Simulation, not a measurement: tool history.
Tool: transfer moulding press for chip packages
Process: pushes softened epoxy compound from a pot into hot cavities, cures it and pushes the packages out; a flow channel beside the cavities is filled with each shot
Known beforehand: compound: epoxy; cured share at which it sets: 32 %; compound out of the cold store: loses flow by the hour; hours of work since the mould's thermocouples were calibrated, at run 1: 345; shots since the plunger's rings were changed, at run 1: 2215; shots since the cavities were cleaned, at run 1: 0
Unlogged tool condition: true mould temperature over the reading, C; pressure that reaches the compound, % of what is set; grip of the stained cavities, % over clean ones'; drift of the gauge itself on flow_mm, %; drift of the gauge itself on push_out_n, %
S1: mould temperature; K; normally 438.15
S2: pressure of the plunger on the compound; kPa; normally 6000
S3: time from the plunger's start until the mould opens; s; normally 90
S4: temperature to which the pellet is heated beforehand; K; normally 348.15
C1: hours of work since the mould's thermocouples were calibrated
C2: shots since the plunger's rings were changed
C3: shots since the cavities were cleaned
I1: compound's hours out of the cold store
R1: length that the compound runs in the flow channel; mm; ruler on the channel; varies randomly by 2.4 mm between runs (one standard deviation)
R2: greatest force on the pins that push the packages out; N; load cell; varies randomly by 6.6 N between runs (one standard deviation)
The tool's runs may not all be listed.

run	hour	S1	S2	S3	S4	C1	C2	C3	I1	R1	R2
1	0.0	438.15	6000	90	348.15	345	2215	0	11.6	734	295
2	22.1	438.15	6000	90	355.15	360	2484	269	30.0	679	385
# hour 35.3: plunger's sealing rings changed
3	44.8	438.15	6000	90	356.15	374	115	514	28.3	698	457
# hour 49.3: cavities cleaned with cleaning compound and waxed
4	70.1	438.15	6000	90	348.15	390	406	253	12.7	739	427
5	87.1	438.15	6000	90	348.15	401	612	459	21.9	716	480
# hour 96.6: cavities cleaned with cleaning compound and waxed
6	106.4	438.15	6000	90	348.15	413	829	120	42.6	652	344
7	126.0	438.15	6000	90	348.15	427	1067	358	30.5	687	433
# hour 144.8: cavities cleaned with cleaning compound and waxed
8	145.8	438.15	6000	90	348.15	439	1289	12	43.7	645	292
9	160.7	438.15	6000	90	348.15	449	1470	193	29.9	680	374
10	174.8	438.15	6000	90	348.15	459	1642	365	43.1	641	423
11	185.3	438.15	6000	90	348.15	466	1770	493	44.4	642	446
# hour 192.2: cavities cleaned with cleaning compound and waxed
12	207.9	438.15	6000	90	348.15	480	2027	192	14.3	727	402
# hour 211.3: mould's thermocouples calibrated
13	225.8	438.15	6000	90	348.15	10	2220	385	36.5	660	459
14	236.6	438.15	6000	120	348.15	17	2351	516	20.8	703	334
# hour 241.5: cavities cleaned with cleaning compound and waxed
15	254.6	438.15	6000	120	348.15	28	2552	160	25.4	693	253
# hour 261.3: plunger's sealing rings changed
16	272.7	437.15	6000	90	357.15	39	139	349	13.0	746	502
# hour 290.9: cavities cleaned with cleaning compound and waxed
17	294.6	434.15	4800	90	348.15	53	388	45	28.6	628	438
# hour 297.7: mould's thermocouples calibrated, once more
18	317.9	434.15	4800	90	348.15	14	647	304	44.2	580	503
19	337.3	436.15	6050	85	351.15	27	882	539	11.6	748	632
# hour 340.3: cavities cleaned with cleaning compound and waxed
20	361.9	437.15	5050	125	354.15	42	1163	263	22.0	650	260
21	382.0	437.15	5050	125	354.15	56	1407	507	36.1	607	324
# hour 388.1: cavities cleaned with cleaning compound and waxed
22	398.3	445.15	6000	75	348.15	66	1587	123	41.7	635	317
23	420.8	436.15	5300	83	341.15	81	1861	397	35.1	621	595
24	432.2	436.15	5300	83	341.15	89	2000	536	26.8	650	659

What does the tool deliver on the next run?
# hour 436.1: cavities cleaned with cleaning compound and waxed
25	458.1	440.15	5300	114	341.15	106	2297	268	16.3	?	?

R1: 666 mm
R2: 268 N
If the tool had no hidden condition, the same run with the same run-to-run variation would have returned R1 684 mm, R2 185 N.
